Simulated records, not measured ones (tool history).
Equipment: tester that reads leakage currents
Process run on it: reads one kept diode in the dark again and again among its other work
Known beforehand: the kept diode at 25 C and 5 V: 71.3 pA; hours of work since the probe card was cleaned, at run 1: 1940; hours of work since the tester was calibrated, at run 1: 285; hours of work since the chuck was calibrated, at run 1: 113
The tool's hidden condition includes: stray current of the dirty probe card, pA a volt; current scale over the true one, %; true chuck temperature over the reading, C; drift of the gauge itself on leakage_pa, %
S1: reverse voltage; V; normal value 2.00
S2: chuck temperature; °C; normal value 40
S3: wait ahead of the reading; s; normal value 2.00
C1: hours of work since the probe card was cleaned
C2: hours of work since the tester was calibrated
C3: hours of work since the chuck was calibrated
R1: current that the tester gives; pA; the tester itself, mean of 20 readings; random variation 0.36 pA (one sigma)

run    hour     S1  S2    S3    C1   C2   C3      R1
  1     0.0   2.00  40  2.00  1940  285  113  120.31
       21.9  -- probe card cleaned and baked
  2    50.6   2.00  40  2.00    13  305  134  118.84
  3   116.9   2.00  40  0.39    42  334  163  120.55
  4   191.0   2.00  40  0.39    74  367  195  120.23
  5   256.6   2.00  40  0.39   103  395  224  121.26
  6   311.5   2.00  40  2.00   127  419  248  120.20
  7   385.1   2.00  49  2.00   159  452  280  211.27
  8   443.2   2.00  49  2.00   184  477  305  211.40
  9   520.6   2.00  40  3.78   218  511  339  119.76
 10   581.9   2.00  40  4.25   245  538  366  119.80
 11   644.1  11.93  40  4.25   272  565  393  336.86
 12   712.0   2.00  40  2.00   302  594  423  120.44
 13   754.6   2.00  47  2.00   320  613  442  187.23
 14   818.5   2.00  47  2.00   348  641  470  188.91
 15   855.1   4.05  39  2.00   364  657  486  171.03
 16   893.5   2.00  40  2.66   381  674  502  121.27
 17   943.1   1.02  26  1.17   403  695  524   32.07
 18   998.9   1.22  51  1.17   427  720  548  183.04
 19  1058.4   2.00  29  0.32   453  746  574   59.78
 20  1120.5   2.00  26  2.00   480  773  602   47.68
 21  1154.8   4.93  36  2.00   495  788  617  158.46
 22  1202.5   9.57  51  2.00   516  809  637  597.95
 23  1239.9   3.95  29  2.00   533  825  654   87.17
 24  1316.0   3.95  29  2.00   566  859  687   86.73
 25  1370.6   3.95  29  2.00   590  882  711   87.26
 26  1433.1   2.54  26  2.00   617  910  738   54.87

Alternative continuations, all from the tool just after run 26; predict every row:
  A  1468.4   5.54  57  0.32  632  925  754   ?
  B  1468.4   2.54  26  1.04  632  925  754   ?
  C  1468.4  14.52  34  2.00  632  925  754   ?
  D  1468.4   3.61  26  2.00  632  925  754   ?
  E  1468.4   3.08  42  2.25  632  925  754   ?

run      R1
  A  630.63
  B   55.34
  C  261.17
  D   67.43
  E  179.87
With no hidden state in the tool, these same runs would have given:
run      R1
  A  608.45
  B   52.76
  C  249.03
  D   64.20
  E  172.80
